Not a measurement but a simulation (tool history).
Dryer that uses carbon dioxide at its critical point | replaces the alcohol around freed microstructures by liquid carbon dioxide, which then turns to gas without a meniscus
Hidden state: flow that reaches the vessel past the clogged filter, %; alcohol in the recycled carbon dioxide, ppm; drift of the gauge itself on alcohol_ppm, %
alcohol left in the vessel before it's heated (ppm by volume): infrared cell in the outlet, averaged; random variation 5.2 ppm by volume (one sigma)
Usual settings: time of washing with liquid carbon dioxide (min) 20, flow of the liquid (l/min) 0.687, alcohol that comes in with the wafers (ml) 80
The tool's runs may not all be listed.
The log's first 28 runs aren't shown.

| run | hour | time of washing with liquid carbon dioxide (min) | flow of the liquid (l/min) | alcohol that comes in with the wafers (ml) | hours of work since the filter was changed | hours of work since the purifier's bed was changed | alcohol left in the vessel before it's heated (ppm by volume) |
|---|---|---|---|---|---|---|---|
| 29 | 234.3 | 18 | 0.687 | 88 | 360 | 311 | 376 |
| 30 | 241.3 | 20 | 0.421 | 80 | 364 | 315 | 1513 |
| 31 | 251.6 | 13 | 0.798 | 117 | 371 | 322 | 1003 |
| 32 | 257 | 25 | 0.767 | 57 | 374 | 325 | 95 |
| 33 | 263.3 | 24 | 0.613 | 38 | 378 | 329 | 139 |
| 34 | 274.8 | 24 | 0.613 | 38 | 386 | 337 | 126 |
| 35 | 279.7 | 26 | 0.613 | 38 | 389 | 340 | 117 |
| 36 | 288.8 | 18 | 0.584 | 85 | 395 | 346 | 762 |
| 37 | 295.3 | 19 | 0.837 | 50 | 399 | 350 | 119 |
| 38 | 302.8 | 19 | 0.837 | 50 | 404 | 355 | 122 |
|  | 307.8 | inlet filter changed |
| 39 | 315 | 20 | 0.651 | 52 | 5 | 362 | 159 |
| 40 | 321.9 | 23 | 0.6 | 64 | 9 | 366 | 150 |

4 ways to go on from here, each from the tool as it stands after run 40. What would each give?
| A | 333.5 | 19 | 0.417 | 71 | 16 | 374 | ? |
| B | 333.5 | 14 | 0.512 | 109 | 16 | 374 | ? |
| C | 333.5 | 27 | 0.628 | 21 | 16 | 374 | ? |
| D | 333.5 | 15 | 0.687 | 80 | 16 | 374 | ? |

| run | alcohol left in the vessel before it's heated (ppm by volume) |
|---|---|
| A | 1199 |
| B | 2491 |
| C | 90 |
| D | 510 |
Without the tool's hidden state the same runs would have given:
| run | alcohol left in the vessel before it's heated (ppm by volume) |
|---|---|
| A | 1104 |
| B | 2375 |
| C | 13 |
| D | 423 |
